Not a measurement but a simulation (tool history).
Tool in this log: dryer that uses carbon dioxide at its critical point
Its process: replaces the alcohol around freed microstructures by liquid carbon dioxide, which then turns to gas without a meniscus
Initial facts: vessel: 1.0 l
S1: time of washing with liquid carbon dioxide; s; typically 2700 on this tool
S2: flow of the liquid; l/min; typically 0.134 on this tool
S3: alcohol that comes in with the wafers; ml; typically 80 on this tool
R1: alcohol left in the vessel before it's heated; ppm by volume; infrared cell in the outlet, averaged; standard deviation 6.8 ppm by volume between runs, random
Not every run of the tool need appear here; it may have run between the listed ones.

Run 1, day 0.000: usual settings. Result: R1 515 ppm by volume.
Run 2, day 1.142: usual settings. Result: R1 517 ppm by volume.
Run 3, day 3.404: usual settings. Result: R1 545 ppm by volume.
Run 4, day 4.454: usual settings. Result: R1 549 ppm by volume.
Run 5, day 6.096: usual settings. Result: R1 564 ppm by volume.
Run 6, day 7.125: usual settings but S2 0.135 l/min. Result: R1 544 ppm by volume.
Run 7, day 9.379: usual settings. Result: R1 589 ppm by volume.
At day 9.971: purifier's bed changed.
Run 8, day 11.392: usual settings. Result: R1 409 ppm by volume.
Run 9, day 12.417: usual settings. Result: R1 407 ppm by volume.
Run 10, day 14.079: usual settings. Result: R1 420 ppm by volume.
Run 11, day 16.296: usual settings. Result: R1 442 ppm by volume.
Run 12, day 17.275: usual settings but S2 0.162 l/min. Result: R1 171 ppm by volume.
Run 13, day 18.650: usual settings. Result: R1 445 ppm by volume.
Run 14, day 19.621: usual settings. Result: R1 457 ppm by volume.
Run 15, day 21.892: usual settings but S1 2220 s. Result: R1 1206 ppm by volume.
At day 22.571: inlet filter changed.
Run 16, day 23.658: usual settings but S1 2220 s. Result: R1 856 ppm by volume.
Run 17, day 25.358: usual settings but S1 2220 s. Result: R1 864 ppm by volume.
Run 18, day 26.442: usual settings but S3 91 ml. Result: R1 398 ppm by volume.
Run 19, day 28.138: usual settings but S3 91 ml. Result: R1 396 ppm by volume.
Run 20, day 29.079: usual settings but S3 23 ml. Result: R1 133 ppm by volume.
Run 21, day 30.792: usual settings but S3 23 ml. Result: R1 136 ppm by volume.
Run 22, day 31.800: usual settings but S3 28 ml. Result: R1 158 ppm by volume.
Run 23, day 32.954: usual settings but S1 2400 s, S2 0.166 l/min, S3 28 ml. Result: R1 120 ppm by volume.
Run 24, day 34.821: usual settings but S1 1860 s, S2 0.091 l/min. Result: R1 6094 ppm by volume.
Run 25, day 36.704: usual settings but S1 2760 s, S2 0.086 l/min, S3 98 ml. Result: R1 2647 ppm by volume.
Run 26, day 38.825: usual settings but S1 1860 s, S2 0.178 l/min. Result: R1 703 ppm by volume.
Run 27, day 39.933: usual settings but S1 1860 s, S2 0.178 l/min. Result: R1 680 ppm by volume.
Run 28, day 42.175: usual settings but S1 1860 s, S2 0.178 l/min. Result: R1 713 ppm by volume.
Run 29, day 43.275: usual settings but S2 0.116 l/min, S3 21 ml. Result: R1 268 ppm by volume.
Run 30, day 44.554: usual settings but S1 4020 s, S2 0.187 l/min, S3 26 ml. Result: R1 69 ppm by volume.
Run 31, day 46.017: usual settings but S1 4020 s, S2 0.187 l/min, S3 26 ml. Result: R1 77 ppm by volume.
Run 32, day 47.321: usual settings but S1 2520 s, S2 0.159 l/min, S3 39 ml. Result: R1 196 ppm by volume.
Run 33, day 48.392: usual settings but S1 2520 s, S2 0.159 l/min, S3 39 ml. Result: R1 198 ppm by volume.

Forecast each of these 5 alternatives for the next run:
Run A, day 50.654: usual settings but S1 1680 s. Result: R1 ?.
Run B, day 50.654: usual settings but S1 1800 s. Result: R1 ?.
Run C, day 50.654: usual settings but S2 0.089 l/min. Result: R1 ?.
Run D, day 50.654: usual settings but S1 2520 s, S2 0.194 l/min, S3 39 ml. Result: R1 ?.
Run E, day 50.654: usual settings but S1 2040 s, S2 0.186 l/min. Result: R1 ?.

run    R1
  A  3152
  B  2542
  C  2420
  D   119
  E   448
Take away the tool's hidden state, keep each run's random variation, and the runs would have read:
run    R1
  A  2455
  B  1940
  C  1834
  D    27
  E   258
